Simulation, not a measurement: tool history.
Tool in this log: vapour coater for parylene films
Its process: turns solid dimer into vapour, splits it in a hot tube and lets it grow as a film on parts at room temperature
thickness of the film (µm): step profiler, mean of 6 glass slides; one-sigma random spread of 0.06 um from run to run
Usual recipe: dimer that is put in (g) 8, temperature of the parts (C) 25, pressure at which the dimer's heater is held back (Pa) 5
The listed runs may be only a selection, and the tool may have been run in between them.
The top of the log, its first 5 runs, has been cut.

run	hour	dimer that is put in (g)	temperature of the parts (C)	pressure at which the dimer's heater is held back (Pa)	thickness of the film (µm)
6	66.8	8	25	9.18	6.61
7	76.2	8	25	9.18	6.57
8	85.1	8	25	5	6.94
9	100.8	8	25	5	7.09
10	116.8	8	27	5	6.83
11	129.4	8	25	5	7.08
12	137.5	8	25	5	7.1
13	145	8	25	5	7.08
14	158.4	8	25	5	7.04
15	168.7	8	25	6.02	6.93
16	183.4	8	25	5	7.21
17	192.1	8	25	4.76	7.22
18	208.3	8	33	8.92	5.53
19	219.3	8	25	2.24	7.91
20	229.8	8	20	3.74	8.22
21	239.6	8	20	3.74	8.19
22	249	8	20	3.74	8.24

What will run 23 give?
23	263	12	21	5	?

Run 23 came out at thickness of the film (µm) 11.59.
Take away the tool's hidden state, keep the run-to-run variation as it was, and the same run would have given thickness of the film (µm) 11.62.

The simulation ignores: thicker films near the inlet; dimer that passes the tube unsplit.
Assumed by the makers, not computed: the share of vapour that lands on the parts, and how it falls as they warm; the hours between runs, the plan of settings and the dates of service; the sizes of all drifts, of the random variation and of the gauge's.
